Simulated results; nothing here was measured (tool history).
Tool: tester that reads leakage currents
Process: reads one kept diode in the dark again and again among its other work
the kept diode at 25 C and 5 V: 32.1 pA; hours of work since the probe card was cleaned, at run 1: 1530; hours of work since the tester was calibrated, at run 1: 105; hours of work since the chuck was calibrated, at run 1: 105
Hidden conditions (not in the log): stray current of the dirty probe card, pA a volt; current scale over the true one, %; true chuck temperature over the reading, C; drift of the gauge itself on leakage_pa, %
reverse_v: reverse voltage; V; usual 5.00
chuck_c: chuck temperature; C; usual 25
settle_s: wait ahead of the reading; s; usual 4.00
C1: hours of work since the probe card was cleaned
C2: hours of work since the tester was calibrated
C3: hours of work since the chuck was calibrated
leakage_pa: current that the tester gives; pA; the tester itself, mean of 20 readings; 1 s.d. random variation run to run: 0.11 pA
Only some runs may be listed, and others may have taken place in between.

Run 1, hour 0.0: usual settings; C1 1530; C2 105; C3 105. Result: leakage_pa 37.59 pA.
Run 2, hour 35.2: usual settings; C1 1549; C2 124; C3 124. Result: leakage_pa 38.10 pA.
Run 3, hour 55.3: usual settings; C1 1560; C2 135; C3 135. Result: leakage_pa 38.16 pA.
Run 4, hour 81.8: usual settings; C1 1574; C2 150; C3 150. Result: leakage_pa 38.21 pA.
Run 5, hour 102.1: usual settings but reverse_v 11.24 V; C1 1585; C2 161; C3 161. Result: leakage_pa 63.26 pA.
Run 6, hour 137.8: usual settings but reverse_v 11.24 V; C1 1605; C2 180; C3 180. Result: leakage_pa 63.46 pA.
Run 7, hour 170.1: usual settings but chuck_c 58 C; C1 1622; C2 198; C3 198. Result: leakage_pa 577.97 pA.
Run 8, hour 207.2: usual settings but chuck_c 58 C; C1 1642; C2 218; C3 218. Result: leakage_pa 579.75 pA.
Run 9, hour 245.3: usual settings but chuck_c 58 C; C1 1663; C2 239; C3 239. Result: leakage_pa 582.13 pA.
At hour 250.4: chuck's temperature calibrated.
Run 10, hour 282.6: usual settings but chuck_c 58 C; C1 1682; C2 258; C3 18. Result: leakage_pa 595.43 pA.
Run 11, hour 304.6: usual settings but chuck_c 58 C; C1 1694; C2 270; C3 29. Result: leakage_pa 595.28 pA.
Run 12, hour 323.8: usual settings but chuck_c 58 C; C1 1705; C2 280; C3 40. Result: leakage_pa 597.56 pA.
Run 13, hour 353.5: usual settings but chuck_c 58 C; C1 1721; C2 296; C3 56. Result: leakage_pa 600.16 pA.
At hour 359.5: chuck's temperature calibrated, once more.
Run 14, hour 384.5: usual settings but reverse_v 5.08 V; C1 1737; C2 312; C3 14. Result: leakage_pa 38.13 pA.
Run 15, hour 402.4: usual settings but reverse_v 4.59 V, chuck_c 26 C, settle_s 0.97 s; C1 1746; C2 322; C3 23. Result: leakage_pa 39.53 pA.
Run 16, hour 428.1: usual settings but reverse_v 14.58 V, settle_s 3.24 s; C1 1760; C2 336; C3 37. Result: leakage_pa 74.58 pA.
Run 17, hour 461.6: usual settings but reverse_v 14.58 V, settle_s 3.24 s; C1 1779; C2 354; C3 56. Result: leakage_pa 74.86 pA.
Run 18, hour 483.3: usual settings but reverse_v 16.32 V, chuck_c 32 C, settle_s 2.69 s; C1 1791; C2 366; C3 67. Result: leakage_pa 139.58 pA.
Run 19, hour 513.7: usual settings but reverse_v 6.89 V, chuck_c 32 C, settle_s 2.94 s; C1 1807; C2 382; C3 84. Result: leakage_pa 83.81 pA.
Run 20, hour 543.6: usual settings but reverse_v 6.89 V, chuck_c 32 C, settle_s 2.94 s; C1 1823; C2 399; C3 100. Result: leakage_pa 83.87 pA.
Run 21, hour 562.2: usual settings but reverse_v 6.44 V, chuck_c 26 C, settle_s 1.52 s; C1 1833; C2 409; C3 110. Result: leakage_pa 49.96 pA.
Run 22, hour 581.1: usual settings but reverse_v 6.44 V, chuck_c 26 C, settle_s 1.52 s; C1 1844; C2 419; C3 121. Result: leakage_pa 50.17 pA.
Run 23, hour 613.5: usual settings but settle_s 1.44 s; C1 1861; C2 437; C3 138. Result: leakage_pa 39.71 pA.
Run 24, hour 658.0: usual settings but settle_s 1.44 s; C1 1886; C2 461; C3 162. Result: leakage_pa 40.28 pA.
Run 25, hour 685.1: usual settings but reverse_v 9.52 V, settle_s 1.44 s; C1 1900; C2 476; C3 177. Result: leakage_pa 60.03 pA.
Run 26, hour 729.6: usual settings but reverse_v 9.52 V, settle_s 1.44 s; C1 1925; C2 500; C3 201. Result: leakage_pa 60.53 pA.
Run 27, hour 765.4: usual settings but reverse_v 14.95 V, chuck_c 34 C, settle_s 0.77 s; C1 1944; C2 520; C3 221. Result: leakage_pa 165.48 pA.

5 ways to go on from here, each from the tool as it stands after run 27. What would each give?
Run A, hour 784.9: usual settings but reverse_v 6.76 V, chuck_c 30 C, settle_s 5.89 s; C1 1955; C2 530; C3 232. Result: leakage_pa ?.
Run B, hour 784.9: usual settings but reverse_v 14.95 V, chuck_c 55 C, settle_s 0.77 s; C1 1955; C2 530; C3 232. Result: leakage_pa ?.
Run C, hour 784.9: usual settings but chuck_c 38 C; C1 1955; C2 530; C3 232. Result: leakage_pa ?.
Run D, hour 784.9: usual settings but reverse_v 1.40 V, settle_s 2.14 s; C1 1955; C2 530; C3 232. Result: leakage_pa ?.
Run E, hour 784.9: usual settings but reverse_v 1.33 V, chuck_c 34 C, settle_s 0.69 s; C1 1955; C2 530; C3 232. Result: leakage_pa ?.

run  leakage_pa
  A       72.68
  B      863.83
  C      119.16
  D       18.64
  E       40.03
Stripped of hidden state, with their random variation kept, the same runs would have yielded:
run  leakage_pa
  A       60.62
  B      791.55
  C      105.54
  D       15.83
  E       35.75

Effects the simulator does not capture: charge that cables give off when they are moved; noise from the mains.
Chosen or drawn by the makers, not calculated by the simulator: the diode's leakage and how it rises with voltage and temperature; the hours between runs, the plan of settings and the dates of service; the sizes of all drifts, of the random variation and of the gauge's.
